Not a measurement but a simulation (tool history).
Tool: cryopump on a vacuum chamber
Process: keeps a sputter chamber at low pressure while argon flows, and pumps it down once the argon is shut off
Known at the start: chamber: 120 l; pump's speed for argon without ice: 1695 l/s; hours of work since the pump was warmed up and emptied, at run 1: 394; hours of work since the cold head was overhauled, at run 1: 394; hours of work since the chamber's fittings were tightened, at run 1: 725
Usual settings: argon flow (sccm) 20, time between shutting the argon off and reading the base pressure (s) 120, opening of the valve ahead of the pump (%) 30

run   hour  argon flow (sccm)  time between shutting the argon off and reading the base pressure (s)  opening of the valve ahead of the pump (%)  hours of work since the pump was warmed up and emptied  hours of work since the cold head was overhauled  hours of work since the chamber's fittings were tightened  pressure while argon flows (Pa)  pressure after the wait (uPa)
  1      0                 20                                                                    120                                          30                                                     394                                               394                                                        725                           0.0714                           1.68
  2     18                 20                                                                    120                                          30                                                     404                                               404                                                        735                           0.0725                           1.78
  3   32.7                 20                                                                    120                                          30                                                     413                                               413                                                        744                           0.0728                           1.77
  4   44.2                 20                                                                     26                                          30                                                     420                                               420                                                        751                           0.0719                           2.57
  5   58.2                 20                                                                     30                                          30                                                     428                                               428                                                        759                           0.0732                           2.56
  6   66.6                 23                                                                    120                                          30                                                     433                                               433                                                        764                           0.0827                           1.86
  7   75.3                 23                                                                    120                                          30                                                     438                                               438                                                        769                           0.0828                           1.81
  8   85.1                 23                                                                    120                                          30                                                     444                                               444                                                        775                           0.0827                           1.83
  9  101.2                 23                                                                    120                                          30                                                     454                                               454                                                        785                           0.0835                           1.89
 10  117.4                 23                                                                    120                                          50                                                     463                                               463                                                        794                           0.0528                           1.93
 11  130.4                 23                                                                    120                                          50                                                     471                                               471                                                        802                           0.0536                           1.93
 12  141.7                 23                                                                    120                                          50                                                     478                                               478                                                        809                           0.0537                           1.97
 13  151.1                 20                                                                    120                                          30                                                     483                                               483                                                        814                           0.0734                           2.06
 14  159.5                 20                                                                    120                                          30                                                     488                                               488                                                        819                           0.0734                           1.96
 15  168.1                 20                                                                    120                                          30                                                     493                                               493                                                        824                            0.074                           1.97
 16  186.2                 11                                                                    120                                          30                                                     504                                               504                                                        835                           0.0403                           2.04
 17  200.6                 11                                                                    120                                          30                                                     513                                               513                                                        844                           0.0405                           2.05
 18  217.4                 11                                                                    120                                          30                                                     523                                               523                                                        854                           0.0407                           2.15
 19  229.2                 11                                                                    120                                          30                                                     530                                               530                                                        861                           0.0404                           2.12
 20  240.4                 11                                                                    120                                          30                                                     536                                               536                                                        867                           0.0406                           2.13
 21  251.8                 20                                                                    254                                          48                                                     543                                               543                                                        874                           0.0499                           2.07
 22  266.5                 20                                                                    254                                          48                                                     552                                               552                                                        883                           0.0502                           2.12
 23  282.3                 33                                                                    120                                          59                                                     561                                               561                                                        892                           0.0698                           2.27
 24  291.1                 33                                                                    120                                          59                                                     566                                               566                                                        897                           0.0704                           2.31
 25  299.7                 33                                                                    120                                          59                                                     572                                               572                                                        903                           0.0701                           2.28
 26  308.7                 20                                                                    143                                          18                                                     577                                               577                                                        908                           0.1189                           2.31
 27  323.1                 39                                                                    120                                          30                                                     585                                               585                                                        916                           0.1465                           2.39
 28  335.1                 11                                                                    129                                          26                                                     593                                               593                                                        924                           0.0468                           2.42
     349.1  -- pump warmed up, emptied and cooled again
 29    358                 11                                                                    129                                          26                                                       5                                               603                                                        934                           0.0427                           1.72
 30  374.8                 17                                                                    120                                          31                                                      15                                               613                                                        944                           0.0551                            1.8
 31  385.8                 11                                                                     85                                          30                                                      22                                               620                                                        951                           0.0362                           1.86
 32  395.1                 12                                                                     57                                          17                                                      27                                               625                                                        956                           0.0708                           1.99
 33  406.2                 12                                                                     57                                          17                                                      34                                               632                                                        963                           0.0703                           1.98
 34  413.8                 27                                                                     66                                          17                                                      38                                               636                                                        967                           0.1587                           1.99

4 ways to go on from here, each from the tool as it stands after run 34. What would each give?
  A  428.8                 14                                                                     66                                          17                                                      47                                               645                                                        976                                ?                              ?
  B  428.8                 20                                                                     98                                          55                                                      47                                               645                                                        976                                ?                              ?
  C  428.8                 12                                                                    155                                          44                                                      47                                               645                                                        976                                ?                              ?
  D  428.8                 11                                                                     29                                          29                                                      47                                               645                                                        976                                ?                              ?

run  pressure while argon flows (Pa)  pressure after the wait (uPa)
  A                           0.0834                           1.99
  B                           0.0363                           1.85
  C                           0.0278                           1.79
  D                           0.0373                           2.47
Without the tool's hidden state the same runs would have given:
run  pressure while argon flows (Pa)  pressure after the wait (uPa)
  A                           0.0829                           0.56
  B                           0.0355                           0.44
  C                           0.0274                           0.35
  D                           0.0368                           1.04
